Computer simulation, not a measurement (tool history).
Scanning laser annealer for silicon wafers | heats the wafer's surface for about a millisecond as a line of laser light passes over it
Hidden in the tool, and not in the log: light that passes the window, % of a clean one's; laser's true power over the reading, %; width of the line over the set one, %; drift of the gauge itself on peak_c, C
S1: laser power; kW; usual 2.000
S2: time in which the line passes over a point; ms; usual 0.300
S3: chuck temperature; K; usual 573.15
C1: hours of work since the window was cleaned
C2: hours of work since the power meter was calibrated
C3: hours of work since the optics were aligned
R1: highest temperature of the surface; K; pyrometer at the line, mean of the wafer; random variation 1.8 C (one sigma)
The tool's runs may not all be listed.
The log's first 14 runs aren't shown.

run,hour,S1,S2,S3,C1,C2,C3,R1
15,95.6,2.000,0.276,573.15,327,164,75,1346.15
16,101.7,2.071,0.300,573.15,330,167,78,1414.15
17,106.2,2.000,0.300,573.15,332,169,80,1384.15
18,112.3,2.103,0.300,573.15,335,172,83,1426.15
19,120.4,2.000,0.306,573.15,339,176,87,1394.15
20,127.6,1.794,0.226,603.15,342,179,91,1220.15
21,134.8,1.794,0.226,603.15,346,183,94,1215.15
22,140.7,1.794,0.236,603.15,349,186,97,1235.15
23,147.0,2.000,0.222,573.15,352,189,100,1251.15
24,154.7,2.000,0.222,562.15,355,192,104,1241.15
25,162.0,2.011,0.214,576.15,359,196,107,1245.15
26,167.1,2.000,0.300,590.15,361,198,110,1399.15
27,175.0,1.877,0.267,556.15,365,202,114,1265.15
28,179.9,2.061,0.267,556.15,367,204,116,1334.15
29,184.8,2.061,0.267,556.15,370,207,118,1335.15
30,191.2,1.901,0.262,542.15,373,210,121,1251.15
31,200.0,2.056,0.359,573.15,377,214,126,1495.15
32,206.7,2.056,0.359,573.15,380,217,129,1495.15
33,214.4,1.998,0.218,573.15,384,221,132,1245.15
34,223.3,1.998,0.371,586.15,388,225,137,1497.15

Forecast each of these 4 alternatives for the next run:
A,229.9,1.998,0.276,589.15,391,228,140,?
B,229.9,2.000,0.222,573.15,391,228,140,?
C,229.9,2.168,0.331,573.15,391,228,140,?
D,229.9,1.739,0.300,573.15,391,228,140,?

run,R1
A,1361.15
B,1247.15
C,1502.15
D,1275.15
Without the tool's hidden state the same runs would have given:
run,R1
A,1381.15
B,1265.15
C,1525.15
D,1293.15
